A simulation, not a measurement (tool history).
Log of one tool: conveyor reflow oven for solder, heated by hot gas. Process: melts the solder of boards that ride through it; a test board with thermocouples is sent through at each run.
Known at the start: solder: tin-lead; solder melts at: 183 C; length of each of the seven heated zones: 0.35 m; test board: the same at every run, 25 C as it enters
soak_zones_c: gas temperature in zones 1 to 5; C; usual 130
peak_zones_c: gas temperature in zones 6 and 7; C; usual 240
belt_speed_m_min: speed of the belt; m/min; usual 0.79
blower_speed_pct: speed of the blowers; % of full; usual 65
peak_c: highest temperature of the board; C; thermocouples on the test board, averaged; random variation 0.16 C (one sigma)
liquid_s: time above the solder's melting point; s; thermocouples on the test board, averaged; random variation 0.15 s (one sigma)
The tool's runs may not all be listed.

run	day	soak_zones_c	peak_zones_c	belt_speed_m_min	blower_speed_pct	peak_c	liquid_s
1	0	130	240	0.79	65	223.1	40.8
2	0.783	130	240	0.79	61	221.9	40.2
3	1.958	130	240	0.79	61	221.7	40.5
4	2.921	130	240	0.79	65	222.7	40.7
5	3.7	130	240	0.79	65	222.8	40.5
6	4.325	130	240	0.79	65	223	40.7
7	5.475	130	235	0.79	50	213.4	35.5
8	6.296	130	235	0.79	50	213.6	35.2
9	7.512	131	235	0.937	85	217.6	32.4
# day 7.838: flux residue cleaned out of gas plates and filters
10	8.696	136	238	0.837	88	225.4	41.2
11	9.754	136	238	0.837	88	225	41.3

4 ways to go on from here, each from the tool as it stands after run 11. What would each give?
A	10.908	122	240	0.666	65	?	?
B	10.908	136	239	0.723	88	?	?
C	10.908	136	238	0.739	69	?	?
D	10.908	136	236	0.837	88	?	?

run	peak_c	liquid_s
A	227.3	49.7
B	229.9	50.2
C	225.2	46.4
D	223.4	40.3
Without the tool's hidden state the same runs would have given:
run	peak_c	liquid_s
A	227.2	49.6
B	229.8	50.1
C	225.1	46.3
D	223.4	40.2
